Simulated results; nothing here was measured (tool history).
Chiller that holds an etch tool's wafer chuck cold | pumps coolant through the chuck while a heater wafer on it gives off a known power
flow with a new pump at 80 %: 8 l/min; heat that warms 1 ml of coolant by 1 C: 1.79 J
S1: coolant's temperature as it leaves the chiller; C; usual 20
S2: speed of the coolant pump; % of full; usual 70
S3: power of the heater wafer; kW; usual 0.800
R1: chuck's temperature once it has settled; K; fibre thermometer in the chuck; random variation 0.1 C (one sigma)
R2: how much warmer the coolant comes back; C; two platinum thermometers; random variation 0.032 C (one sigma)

{"run": 1, "hour": 0.0, "S1": 20, "S2": 70, "S3": 0.8, "R1": 304.45, "R2": 3.92}
{"run": 2, "hour": 130.2, "S1": 20, "S2": 70, "S3": 0.8, "R1": 304.45, "R2": 3.9}
{"run": 3, "hour": 208.4, "S1": 20, "S2": 70, "S3": 0.8, "R1": 304.45, "R2": 3.89}
{"hour": 300.5, "done": "chiller's thermometer calibrated"}
{"run": 4, "hour": 300.5, "S1": 20, "S2": 70, "S3": 0.8, "R1": 304.05, "R2": 3.88}
{"run": 5, "hour": 374.5, "S1": 20, "S2": 70, "S3": 0.892, "R1": 305.25, "R2": 4.44}
{"run": 6, "hour": 444.5, "S1": 20, "S2": 70, "S3": 0.892, "R1": 305.25, "R2": 4.42}
{"run": 7, "hour": 503.2, "S1": 20, "S2": 70, "S3": 0.892, "R1": 305.55, "R2": 4.41}
{"run": 8, "hour": 609.0, "S1": 20, "S2": 70, "S3": 0.892, "R1": 305.55, "R2": 4.41}
{"run": 9, "hour": 736.8, "S1": 20, "S2": 70, "S3": 0.8, "R1": 304.25, "R2": 3.91}
{"run": 10, "hour": 797.2, "S1": 13, "S2": 86, "S3": 0.8, "R1": 295.65, "R2": 3.26}
{"run": 11, "hour": 892.3, "S1": 13, "S2": 76, "S3": 0.571, "R1": 293.65, "R2": 2.56}

The next listed run, before its measurement:
{"run": 12, "hour": 1001.7, "S1": 20, "S2": 76, "S3": 0.702, "R1": "?", "R2": "?"}

R1: 302.65 K
R2: 3.21 C
Without the tool's hidden state the same run would have given R1 301.55 K, R2 3.14 C.
